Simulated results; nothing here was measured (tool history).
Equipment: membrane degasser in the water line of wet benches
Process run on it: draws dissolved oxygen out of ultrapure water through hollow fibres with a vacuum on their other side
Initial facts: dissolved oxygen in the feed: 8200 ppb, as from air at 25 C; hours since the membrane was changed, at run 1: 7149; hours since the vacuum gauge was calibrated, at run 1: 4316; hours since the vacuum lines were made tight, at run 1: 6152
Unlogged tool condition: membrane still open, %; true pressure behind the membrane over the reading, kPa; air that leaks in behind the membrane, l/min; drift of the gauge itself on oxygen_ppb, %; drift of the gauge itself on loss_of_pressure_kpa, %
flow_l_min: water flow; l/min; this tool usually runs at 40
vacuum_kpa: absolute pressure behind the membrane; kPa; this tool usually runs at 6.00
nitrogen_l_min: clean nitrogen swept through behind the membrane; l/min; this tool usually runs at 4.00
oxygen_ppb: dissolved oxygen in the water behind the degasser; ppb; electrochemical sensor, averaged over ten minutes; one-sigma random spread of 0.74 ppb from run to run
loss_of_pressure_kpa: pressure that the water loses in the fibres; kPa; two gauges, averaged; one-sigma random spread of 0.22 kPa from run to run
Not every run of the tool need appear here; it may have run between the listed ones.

run,hour,flow_l_min,vacuum_kpa,nitrogen_l_min,hours since the membrane was changed,hours since the vacuum gauge was calibrated,hours since the vacuum lines were made tight,oxygen_ppb,loss_of_pressure_kpa
1,0.0,40,6.00,4.00,7149,4316,6152,67.3,54.07
2,203.3,40,6.00,4.00,7352,4519,6355,68.3,54.36
3,374.2,40,6.00,4.00,7523,4690,6526,67.8,54.28
4,483.9,40,3.85,4.00,7633,4800,6636,17.1,54.27
5,681.4,40,3.85,4.00,7830,4997,6833,17.8,54.57
6,801.0,40,3.85,1.64,7950,5117,6953,36.0,54.36
7,991.7,40,3.85,1.64,8141,5308,7144,36.1,54.30
8,1172.5,40,6.00,4.00,8321,5488,7324,65.5,54.79
9,1275.7,40,6.00,4.00,8425,5592,7428,67.1,54.69
# hour 1388.9: seals of the vacuum lines changed
10,1504.0,25,6.00,4.00,8651,5818,115,43.2,34.22
# hour 1637.6: vacuum gauge calibrated
11,1719.2,25,6.00,4.00,8866,82,330,42.3,34.21
12,1974.3,40,6.00,4.00,9121,337,585,66.9,55.32
13,2199.1,40,6.00,4.00,9346,562,810,67.3,54.52
14,2399.9,40,6.00,4.00,9546,762,1011,67.8,54.94
15,2542.5,40,6.00,5.08,9689,905,1153,54.6,54.76
16,2754.5,40,6.00,4.00,9901,1117,1365,67.2,54.79
17,2933.7,25,14.90,4.00,10080,1296,1544,177.2,34.50
18,3170.5,27,12.86,7.92,10317,1533,1781,80.8,37.59
# hour 3370.8: gauge calibrated
19,3370.8,30,5.40,3.22,10517,1733,1981,48.6,40.66
20,3593.7,30,5.40,3.22,10740,1956,2204,48.9,40.65
21,3700.8,30,5.40,3.22,10847,2063,2311,49.3,40.94
22,3921.5,30,11.00,1.72,11068,2284,2532,299.7,40.61
23,4064.7,30,11.00,1.72,11211,2427,2675,303.8,40.88
24,4288.3,30,11.00,1.72,11435,2651,2899,296.7,40.98
25,4465.6,30,11.00,1.72,11612,2828,3076,298.2,41.00
26,4597.9,40,12.37,4.00,11744,2960,3209,208.6,54.34
27,4782.1,40,12.37,4.00,11929,3144,3393,214.6,54.58
28,4894.7,58,12.48,4.81,12041,3257,3505,260.5,79.18
29,5051.4,56,4.28,1.72,12198,3414,3662,77.7,76.84
30,5211.4,52,5.26,1.83,12358,3574,3822,127.6,71.62
31,5415.1,28,14.89,8.49,12562,3778,4026,93.9,38.47
32,5558.8,40,6.00,3.63,12705,3921,4169,74.9,55.16

Below are 3 alternative next runs, each starting from the tool's condition after run 32. Predict each:
A,5736.4,40,6.00,7.44,12883,4099,4347,?,?
B,5736.4,53,6.00,4.00,12883,4099,4347,?,?
C,5736.4,40,12.58,5.10,12883,4099,4347,?,?

run,oxygen_ppb,loss_of_pressure_kpa
A,38.5,54.97
B,87.8,73.19
C,178.3,55.19
The same runs, with their run-to-run variation unchanged, on a tool lacking any hidden condition would have given:
run,oxygen_ppb,loss_of_pressure_kpa
A,38.5,54.05
B,87.7,71.97
C,178.2,54.27
